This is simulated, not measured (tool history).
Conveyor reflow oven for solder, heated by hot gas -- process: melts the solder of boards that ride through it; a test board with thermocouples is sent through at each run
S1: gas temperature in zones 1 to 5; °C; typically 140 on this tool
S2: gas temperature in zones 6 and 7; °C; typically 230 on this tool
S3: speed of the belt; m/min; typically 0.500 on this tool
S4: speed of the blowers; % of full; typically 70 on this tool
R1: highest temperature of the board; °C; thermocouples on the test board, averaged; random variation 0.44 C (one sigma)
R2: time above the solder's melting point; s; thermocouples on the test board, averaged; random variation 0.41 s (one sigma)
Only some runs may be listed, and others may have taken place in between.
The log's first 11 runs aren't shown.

run	hour	S1	S2	S3	S4	R1	R2
# hour 350.7: flux residue cleaned out of gas plates and filters
12	357.1	140	230	0.500	70	213.5	51.9
13	403.6	140	230	0.500	70	212.5	51.5
14	425.3	132	230	0.500	70	210.5	48.0
# hour 432.1: belt drive overhauled, speed set with a stopwatch
15	455.3	148	230	0.500	70	213.5	57.7
16	478.7	148	230	0.500	70	213.9	57.7
# hour 506.3: belt drive overhauled, speed set with a stopwatch, once more
17	512.4	139	230	0.587	70	206.4	36.2
18	541.3	140	230	0.414	70	217.0	66.3
19	582.6	143	230	0.500	70	211.7	51.1
20	626.1	140	223	0.406	60	209.2	58.3
21	672.4	140	223	0.406	60	208.2	58.2
22	718.0	140	223	0.406	60	207.5	57.5
23	762.5	133	244	0.552	60	212.6	40.6
24	785.4	133	239	0.500	60	210.8	46.8
25	818.1	141	218	0.458	58	198.4	39.0
# hour 850.2: flux residue cleaned out of gas plates and filters
26	851.4	140	242	0.484	88	227.8	64.3
27	880.1	130	230	0.532	85	212.0	45.4
28	913.7	130	230	0.476	88	216.6	54.1
29	946.2	130	230	0.476	88	215.1	54.3
30	969.2	139	230	0.476	88	216.8	57.6

3 ways to go on from here, each from the tool as it stands after run 30. What would each give?
A	1004.3	139	218	0.476	88	?	?
B	1004.3	139	220	0.476	88	?	?
C	1004.3	138	230	0.509	57	?	?

run	R1	R2
A	206.7	49.6
B	207.1	50.7
C	205.1	40.4
With no hidden state in the tool, these same runs would have given:
run	R1	R2
A	208.7	51.6
B	209.1	52.5
C	207.0	42.4
